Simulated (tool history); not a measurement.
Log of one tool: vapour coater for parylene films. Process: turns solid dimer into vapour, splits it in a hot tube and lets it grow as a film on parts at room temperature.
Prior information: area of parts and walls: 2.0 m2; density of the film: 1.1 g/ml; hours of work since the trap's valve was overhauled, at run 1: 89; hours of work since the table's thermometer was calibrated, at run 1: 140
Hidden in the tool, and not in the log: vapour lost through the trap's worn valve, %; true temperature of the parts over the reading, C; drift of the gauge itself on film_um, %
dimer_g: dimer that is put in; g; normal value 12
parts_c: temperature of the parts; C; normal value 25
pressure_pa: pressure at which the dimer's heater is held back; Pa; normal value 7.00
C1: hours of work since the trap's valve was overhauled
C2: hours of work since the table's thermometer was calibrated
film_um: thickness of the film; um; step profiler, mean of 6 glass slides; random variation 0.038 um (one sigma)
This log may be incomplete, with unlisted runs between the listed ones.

run 1 hour=0.0 | dimer_g=12 parts_c=25 pressure_pa=7.00 | C1=89 C2=140 | film_um=3.84
run 2 hour=22.7 | dimer_g=12 parts_c=25 pressure_pa=7.00 | C1=107 C2=158 | film_um=3.78
run 3 hour=48.3 | dimer_g=12 parts_c=25 pressure_pa=7.00 | C1=127 C2=178 | film_um=3.64
run 4 hour=67.8 | dimer_g=12 parts_c=25 pressure_pa=2.89 | C1=142 C2=194 | film_um=4.56
run 5 hour=83.8 | dimer_g=12 parts_c=18 pressure_pa=7.00 | C1=155 C2=206 | film_um=4.78
run 6 hour=97.6 | dimer_g=12 parts_c=18 pressure_pa=7.00 | C1=166 C2=217 | film_um=4.83
run 7 hour=127.5 | dimer_g=12 parts_c=18 pressure_pa=7.00 | C1=189 C2=241 | film_um=4.73
run 8 hour=149.4 | dimer_g=12 parts_c=18 pressure_pa=7.00 | C1=207 C2=258 | film_um=4.70
-- hour=159.6 trap's valve overhauled
run 9 hour=174.8 | dimer_g=10 parts_c=25 pressure_pa=4.04 | C1=12 C2=275 | film_um=3.82
run 10 hour=203.8 | dimer_g=13 parts_c=32 pressure_pa=2.45 | C1=35 C2=297 | film_um=4.23
run 11 hour=234.6 | dimer_g=13 parts_c=32 pressure_pa=3.12 | C1=59 C2=322 | film_um=3.91
run 12 hour=250.3 | dimer_g=12 parts_c=31 pressure_pa=7.00 | C1=71 C2=334 | film_um=3.00
run 13 hour=278.4 | dimer_g=6 parts_c=19 pressure_pa=7.00 | C1=93 C2=356 | film_um=2.40
run 14 hour=299.1 | dimer_g=6 parts_c=19 pressure_pa=7.00 | C1=110 C2=372 | film_um=2.40
run 15 hour=327.8 | dimer_g=6 parts_c=19 pressure_pa=7.00 | C1=132 C2=395 | film_um=2.42

Each row is a separate what-if for the run after 15, all from the same tool condition, not one after another. Results?
run A hour=349.4 | dimer_g=18 parts_c=19 pressure_pa=7.00 | C1=149 C2=412 | film_um=?
run B hour=349.4 | dimer_g=6 parts_c=19 pressure_pa=9.41 | C1=149 C2=412 | film_um=?
run C hour=349.4 | dimer_g=9 parts_c=27 pressure_pa=2.93 | C1=149 C2=412 | film_um=?
run D hour=349.4 | dimer_g=6 parts_c=27 pressure_pa=2.05 | C1=149 C2=412 | film_um=?
run E hour=349.4 | dimer_g=12 parts_c=23 pressure_pa=3.14 | C1=149 C2=412 | film_um=?

run=A film_um=7.05
run=B film_um=2.14
run=C film_um=3.15
run=D film_um=2.34
run=E film_um=4.89
The same runs, with their run-to-run variation unchanged, on a tool lacking any hidden condition would have given:
run=A film_um=7.67
run=B film_um=2.34
run=C film_um=3.43
run=D film_um=2.55
run=E film_um=5.32

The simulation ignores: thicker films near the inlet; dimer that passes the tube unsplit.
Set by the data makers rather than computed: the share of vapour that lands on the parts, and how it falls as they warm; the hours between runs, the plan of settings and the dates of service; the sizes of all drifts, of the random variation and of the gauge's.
